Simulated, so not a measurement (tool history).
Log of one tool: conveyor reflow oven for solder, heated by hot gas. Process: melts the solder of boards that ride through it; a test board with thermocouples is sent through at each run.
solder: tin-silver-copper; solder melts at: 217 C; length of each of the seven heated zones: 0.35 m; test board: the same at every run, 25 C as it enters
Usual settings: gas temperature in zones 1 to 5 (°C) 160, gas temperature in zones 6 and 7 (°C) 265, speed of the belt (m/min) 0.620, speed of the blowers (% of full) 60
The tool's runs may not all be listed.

run,hour,gas temperature in zones 1 to 5 (°C),gas temperature in zones 6 and 7 (°C),speed of the belt (m/min),speed of the blowers (% of full),highest temperature of the board (°C),time above the solder's melting point (s)
1,0.0,160,265,0.620,60,244.8,40.0
2,28.4,160,265,0.620,60,244.6,40.4
3,45.0,160,265,0.620,60,244.7,40.5
4,66.2,160,265,0.620,60,244.8,40.8
5,85.3,160,265,0.620,60,244.4,39.9
6,107.2,160,265,0.620,60,244.7,40.2
# hour 126.1: flux residue cleaned out of gas plates and filters
7,137.0,160,265,0.620,60,246.5,42.3
8,162.9,160,265,0.620,60,246.3,42.3
9,189.7,160,265,0.620,81,251.7,47.0
10,213.4,160,265,0.620,81,251.3,46.8
11,238.3,160,265,0.620,81,251.0,46.8
12,251.2,160,265,0.620,81,251.0,47.0
13,280.3,160,265,0.687,60,241.9,33.7
14,302.8,160,265,0.687,60,241.7,33.4
15,332.8,160,265,0.687,60,241.4,33.8
# hour 352.4: thermocouples of zones 6 and 7 changed
16,358.9,160,265,0.687,76,244.2,36.9
17,379.7,160,265,0.687,76,244.3,37.1
18,408.2,160,265,0.620,89,250.1,46.6
19,423.8,160,265,0.620,89,249.9,47.0
20,443.7,160,258,0.616,55,236.4,32.8
21,470.7,166,265,0.595,65,247.7,47.7
22,490.9,166,265,0.595,65,247.9,47.1
23,518.3,166,265,0.595,65,248.1,47.6
24,534.0,166,279,0.565,65,261.6,60.5
25,552.6,166,279,0.565,65,261.8,59.9
26,570.9,166,279,0.565,65,261.7,60.1
27,596.7,152,258,0.620,60,235.7,30.7
# hour 604.4: flux residue cleaned out of gas plates and filters
28,620.9,152,258,0.620,60,237.5,32.8
29,650.3,150,258,0.658,76,239.3,32.0
30,674.6,150,258,0.658,76,238.9,31.9
31,699.7,150,258,0.658,76,238.6,32.6

4 ways to go on from here, each from the tool as it stands after run 31. What would each give?
A,713.1,160,279,0.620,60,?,?
B,713.1,150,269,0.658,76,?,?
C,713.1,160,265,0.620,84,?,?
D,713.1,146,265,0.726,67,?,?

run,highest temperature of the board (°C),time above the solder's melting point (s)
A,257.0,50.0
B,248.7,39.9
C,250.5,47.3
D,237.6,25.7
Without the tool's hidden state the same runs would have given:
run,highest temperature of the board (°C),time above the solder's melting point (s)
A,256.7,48.9
B,248.4,39.0
C,250.3,46.4
D,237.3,25.0
